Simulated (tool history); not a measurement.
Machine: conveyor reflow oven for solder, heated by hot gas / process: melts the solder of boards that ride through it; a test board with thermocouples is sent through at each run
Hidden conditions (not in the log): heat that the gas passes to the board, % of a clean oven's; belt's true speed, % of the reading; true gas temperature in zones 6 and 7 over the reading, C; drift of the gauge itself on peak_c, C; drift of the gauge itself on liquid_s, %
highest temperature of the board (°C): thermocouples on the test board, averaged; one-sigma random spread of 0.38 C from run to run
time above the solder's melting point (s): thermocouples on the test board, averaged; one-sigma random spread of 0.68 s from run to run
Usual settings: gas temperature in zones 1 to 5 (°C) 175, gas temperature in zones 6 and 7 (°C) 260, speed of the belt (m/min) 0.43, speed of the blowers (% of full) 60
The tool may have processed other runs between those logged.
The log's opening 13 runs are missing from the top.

run	hour	gas temperature in zones 1 to 5 (°C)	gas temperature in zones 6 and 7 (°C)	speed of the belt (m/min)	speed of the blowers (% of full)	hours of work since the flux was cleaned out	hours of work since the belt drive was overhauled	hours of work since the thermocouples were changed	highest temperature of the board (°C)	time above the solder's melting point (s)
14	231.3	175	250	0.43	65	184	208	890	239.6	71.1
15	252	175	250	0.43	65	194	218	900	239.9	70.5
16	276.8	175	260	0.43	76	207	230	912	251.2	85.5
17	295.7	175	274	0.384	76	216	239	921	266.6	108.6
# hour 304.9: flux residue cleaned out of gas plates and filters
18	312.8	187	271	0.384	71	4	245	927	265.5	115.2
19	325.8	187	271	0.384	71	10	251	933	265	114.3
20	347.6	175	258	0.421	60	21	262	944	247.3	81.9
21	364.7	175	260	0.439	81	29	270	952	251.8	85.2
22	392.7	175	260	0.439	87	43	284	966	253.2	85.5
23	412.2	175	260	0.439	87	52	293	975	252.6	85.8
24	437.8	175	260	0.439	87	65	306	988	253.1	86.1
25	451.9	162	273	0.439	87	71	313	995	263	89.3
26	476	166	268	0.346	66	83	324	1006	261.4	114.2
27	501.3	166	250	0.517	68	96	337	1019	234.4	44.6
28	518.1	169	267	0.404	50	104	345	1027	253	86.1
29	545.8	169	267	0.404	75	117	358	1040	258.8	95.9
30	569.1	176	267	0.376	89	128	370	1052	263.4	110.2
31	595.3	181	260	0.484	59	141	382	1065	245.4	70.1

Each row is a separate what-if for the run after 31, all from the same tool condition, not one after another. Results?
# hour 598.6: thermocouples of zones 6 and 7 changed
A	614.7	163	267	0.43	86	150	391	8	?	?
# hour 598.6: thermocouples of zones 6 and 7 changed
B	614.7	188	275	0.484	59	150	391	8	?	?
# hour 598.6: thermocouples of zones 6 and 7 changed
C	614.7	175	260	0.35	81	150	391	8	?	?
# hour 598.6: thermocouples of zones 6 and 7 changed
D	614.7	169	260	0.484	54	150	391	8	?	?

run	highest temperature of the board (°C)	time above the solder's melting point (s)
A	256	85.3
B	257.1	85.6
C	254.2	112.9
D	239.3	55.7
With the hidden condition removed and each run's random variation left untouched, the same runs would have given:
run	highest temperature of the board (°C)	time above the solder's melting point (s)
A	256.1	84.8
B	257.1	84.8
C	254.2	111.9
D	239.3	55.2
